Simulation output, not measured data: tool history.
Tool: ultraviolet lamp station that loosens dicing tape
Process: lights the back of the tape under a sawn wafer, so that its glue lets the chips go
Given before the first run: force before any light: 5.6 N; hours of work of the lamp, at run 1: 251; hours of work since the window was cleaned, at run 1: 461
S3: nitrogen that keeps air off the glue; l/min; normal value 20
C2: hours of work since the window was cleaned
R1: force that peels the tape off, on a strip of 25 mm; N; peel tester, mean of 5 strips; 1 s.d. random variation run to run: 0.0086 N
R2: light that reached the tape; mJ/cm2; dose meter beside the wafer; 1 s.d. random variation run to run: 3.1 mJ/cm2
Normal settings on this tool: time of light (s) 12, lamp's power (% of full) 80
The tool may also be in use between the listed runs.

{"run": 1, "day": 0.0, "time of light (s)": 12, "lamp's power (% of full)": 80, "S3": 20, "hours of work of the lamp": 251, "C2": 461, "R1": 0.532, "R2": 391}
{"run": 2, "day": 0.433, "time of light (s)": 12, "lamp's power (% of full)": 80, "S3": 20, "hours of work of the lamp": 259, "C2": 470, "R1": 0.525, "R2": 386}
{"run": 3, "day": 0.829, "time of light (s)": 24, "lamp's power (% of full)": 80, "S3": 20, "hours of work of the lamp": 267, "C2": 477, "R1": 0.156, "R2": 767}
{"run": 4, "day": 1.292, "time of light (s)": 24, "lamp's power (% of full)": 80, "S3": 20, "hours of work of the lamp": 276, "C2": 486, "R1": 0.162, "R2": 766}
{"run": 5, "day": 1.562, "time of light (s)": 24, "lamp's power (% of full)": 80, "S3": 20, "hours of work of the lamp": 281, "C2": 491, "R1": 0.156, "R2": 763}
{"run": 6, "day": 1.829, "time of light (s)": 12, "lamp's power (% of full)": 80, "S3": 20, "hours of work of the lamp": 286, "C2": 496, "R1": 0.538, "R2": 385}
{"run": 7, "day": 2.096, "time of light (s)": 12, "lamp's power (% of full)": 80, "S3": 14, "hours of work of the lamp": 291, "C2": 501, "R1": 0.728, "R2": 379}
{"day": 2.338, "done": "window cleaned of glue's vapour"}
{"run": 8, "day": 2.45, "time of light (s)": 12, "lamp's power (% of full)": 80, "S3": 8, "hours of work of the lamp": 297, "C2": 2, "R1": 1.171, "R2": 361}
{"run": 9, "day": 2.679, "time of light (s)": 12, "lamp's power (% of full)": 80, "S3": 20, "hours of work of the lamp": 301, "C2": 6, "R1": 0.642, "R2": 358}
{"run": 10, "day": 3.1, "time of light (s)": 12, "lamp's power (% of full)": 67, "S3": 20, "hours of work of the lamp": 309, "C2": 14, "R1": 0.874, "R2": 298}
{"run": 11, "day": 3.529, "time of light (s)": 12, "lamp's power (% of full)": 67, "S3": 20, "hours of work of the lamp": 317, "C2": 22, "R1": 0.865, "R2": 294}
{"run": 12, "day": 4.021, "time of light (s)": 12, "lamp's power (% of full)": 76, "S3": 20, "hours of work of the lamp": 327, "C2": 32, "R1": 0.687, "R2": 333}
{"run": 13, "day": 4.258, "time of light (s)": 12, "lamp's power (% of full)": 76, "S3": 20, "hours of work of the lamp": 331, "C2": 36, "R1": 0.725, "R2": 336}
{"run": 14, "day": 4.612, "time of light (s)": 12, "lamp's power (% of full)": 70, "S3": 10, "hours of work of the lamp": 338, "C2": 43, "R1": 1.338, "R2": 308}
{"day": 5.004, "done": "window cleaned of glue's vapour, once more"}
{"run": 15, "day": 5.067, "time of light (s)": 13, "lamp's power (% of full)": 66, "S3": 10, "hours of work of the lamp": 346, "C2": 1, "R1": 0.855, "R2": 400}
{"run": 16, "day": 5.3, "time of light (s)": 13, "lamp's power (% of full)": 66, "S3": 21, "hours of work of the lamp": 351, "C2": 6, "R1": 0.483, "R2": 402}
{"run": 17, "day": 5.771, "time of light (s)": 6, "lamp's power (% of full)": 80, "S3": 8, "hours of work of the lamp": 359, "C2": 15, "R1": 2.065, "R2": 223}
{"run": 18, "day": 6.067, "time of light (s)": 11, "lamp's power (% of full)": 81, "S3": 7, "hours of work of the lamp": 365, "C2": 20, "R1": 1.093, "R2": 409}
{"run": 19, "day": 6.496, "time of light (s)": 11, "lamp's power (% of full)": 81, "S3": 7, "hours of work of the lamp": 373, "C2": 28, "R1": 1.068, "R2": 417}
{"run": 20, "day": 6.942, "time of light (s)": 8, "lamp's power (% of full)": 85, "S3": 7, "hours of work of the lamp": 381, "C2": 37, "R1": 1.538, "R2": 315}
{"run": 21, "day": 7.167, "time of light (s)": 9, "lamp's power (% of full)": 80, "S3": 11, "hours of work of the lamp": 386, "C2": 41, "R1": 1.067, "R2": 332}
{"run": 22, "day": 7.483, "time of light (s)": 9, "lamp's power (% of full)": 80, "S3": 11, "hours of work of the lamp": 392, "C2": 47, "R1": 1.14, "R2": 328}
{"run": 23, "day": 7.712, "time of light (s)": 21, "lamp's power (% of full)": 80, "S3": 20, "hours of work of the lamp": 396, "C2": 51, "R1": 0.163, "R2": 773}
{"run": 24, "day": 7.962, "time of light (s)": 21, "lamp's power (% of full)": 80, "S3": 20, "hours of work of the lamp": 401, "C2": 56, "R1": 0.158, "R2": 772}
{"run": 25, "day": 8.342, "time of light (s)": 13, "lamp's power (% of full)": 80, "S3": 7, "hours of work of the lamp": 408, "C2": 63, "R1": 0.809, "R2": 473}
{"run": 26, "day": 8.721, "time of light (s)": 9, "lamp's power (% of full)": 80, "S3": 12, "hours of work of the lamp": 415, "C2": 70, "R1": 1.01, "R2": 327}

Here are 4 independent what-if runs from the current tool condition. What would each one return?
{"run": "A", "day": 8.946, "time of light (s)": 12, "lamp's power (% of full)": 94, "S3": 11, "hours of work of the lamp": 419, "C2": 74, "R1": "?", "R2": "?"}
{"run": "B", "day": 8.946, "time of light (s)": 9, "lamp's power (% of full)": 80, "S3": 9, "hours of work of the lamp": 419, "C2": 74, "R1": "?", "R2": "?"}
{"run": "C", "day": 8.946, "time of light (s)": 16, "lamp's power (% of full)": 80, "S3": 10, "hours of work of the lamp": 419, "C2": 74, "R1": "?", "R2": "?"}
{"run": "D", "day": 8.946, "time of light (s)": 12, "lamp's power (% of full)": 90, "S3": 20, "hours of work of the lamp": 419, "C2": 74, "R1": "?", "R2": "?"}

run=A R1=0.501 R2=512
run=B R1=1.284 R2=330
run=C R1=0.424 R2=587
run=D R1=0.350 R2=491
Without the tool's unlogged condition, the same runs would have read:
run=A R1=0.417 R2=561
run=B R1=1.124 R2=361
run=C R1=0.352 R2=642
run=D R1=0.293 R2=538

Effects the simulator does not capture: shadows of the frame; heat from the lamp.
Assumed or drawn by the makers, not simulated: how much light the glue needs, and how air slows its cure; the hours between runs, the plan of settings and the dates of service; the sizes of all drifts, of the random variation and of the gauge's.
